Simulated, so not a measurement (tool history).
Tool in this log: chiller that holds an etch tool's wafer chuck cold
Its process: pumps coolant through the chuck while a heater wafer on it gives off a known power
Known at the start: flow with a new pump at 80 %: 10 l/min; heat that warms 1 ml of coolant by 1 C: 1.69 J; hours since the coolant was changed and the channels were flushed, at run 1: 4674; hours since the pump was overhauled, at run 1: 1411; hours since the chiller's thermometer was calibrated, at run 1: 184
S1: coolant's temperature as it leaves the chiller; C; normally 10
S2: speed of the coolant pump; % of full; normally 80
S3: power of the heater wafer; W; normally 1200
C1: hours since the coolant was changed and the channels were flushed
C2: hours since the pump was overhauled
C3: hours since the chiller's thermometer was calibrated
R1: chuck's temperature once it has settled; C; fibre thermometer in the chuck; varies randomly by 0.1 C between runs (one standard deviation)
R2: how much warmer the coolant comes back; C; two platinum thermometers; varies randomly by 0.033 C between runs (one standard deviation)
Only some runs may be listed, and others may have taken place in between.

run	hour	S1	S2	S3	C1	C2	C3	R1	R2
1	0	10	80	1200	4674	1411	184	19.8	4.27
2	24.5	10	80	1200	4699	1435	208	19.7	4.29
3	73.9	10	80	1200	4748	1485	258	19.6	4.23
4	99.9	1	80	1200	4774	1511	284	10.9	4.21
5	129.1	1	80	1200	4803	1540	313	10.9	4.19
6	155.5	1	82	1200	4830	1566	339	10.6	4.06
7	191.6	10	74	1200	4866	1602	375	20.1	4.51
8	222.6	10	74	1200	4897	1633	406	20.4	4.49
9	268.8	10	74	1200	4943	1679	453	20.3	4.48
10	303.4	10	74	1200	4977	1714	487	20.1	4.48
11	324	10	74	1200	4998	1735	508	20.1	4.42
12	355.3	10	80	1200	5029	1766	539	19.7	4
13	380.7	10	80	1200	5055	1791	565	19.7	4.08
14	403.7	16	80	1200	5078	1814	588	25.7	3.98
15	439.7	10	80	1200	5114	1850	624	19.8	3.99
16	472.6	10	80	1200	5147	1883	656	19.8	3.95
# hour 500.8: gauge calibrated
17	517.2	10	80	1200	5191	1928	701	19.8	4.24
18	541	11	98	1792	5215	1952	725	23.6	5.15
19	576.6	18	98	1646	5251	1987	760	29.6	4.62
20	603.2	18	98	1646	5277	2014	787	29.6	4.63
21	645.7	18	98	1646	5320	2056	830	29.6	4.61
22	669.8	9	72	1426	5344	2081	854	21.5	5.58
23	718.2	9	72	1426	5392	2129	902	21.4	5.49
24	743.1	12	96	1118	5417	2154	927	20.1	3.11
25	771.9	15	84	801	5446	2183	956	21.2	2.51
26	819.6	15	84	801	5494	2230	1004	21.3	2.52
27	849.3	19	69	1621	5523	2260	1033	33.7	6.53
28	883.7	8	89	1411	5558	2294	1068	18.8	4.17
29	914.2	8	89	1411	5588	2325	1098	18.5	4.22
30	949	16	85	1200	5623	2360	1133	25.2	3.67
31	980.5	12	98	1142	5655	2391	1164	20	2.95

What if the next run were any one of these 5? Each begins from the tool's condition after run 31:
A	1015.4	0	98	1097	5690	2426	1199	?	?
B	1015.4	18	77	1398	5690	2426	1199	?	?
C	1015.4	14	78	1142	5690	2426	1199	?	?
D	1015.4	7	69	1675	5690	2426	1199	?	?
E	1015.4	16	98	842	5690	2426	1199	?	?

run	R1	R2
A	7.7	2.7
B	29.6	4.86
C	23.4	3.85
D	22	6.67
E	22	2.09
With no hidden state in the tool, these same runs would have given:
run	R1	R2
A	7.7	3.03
B	29.6	5.19
C	23.4	4.18
D	22	7
E	22	2.42

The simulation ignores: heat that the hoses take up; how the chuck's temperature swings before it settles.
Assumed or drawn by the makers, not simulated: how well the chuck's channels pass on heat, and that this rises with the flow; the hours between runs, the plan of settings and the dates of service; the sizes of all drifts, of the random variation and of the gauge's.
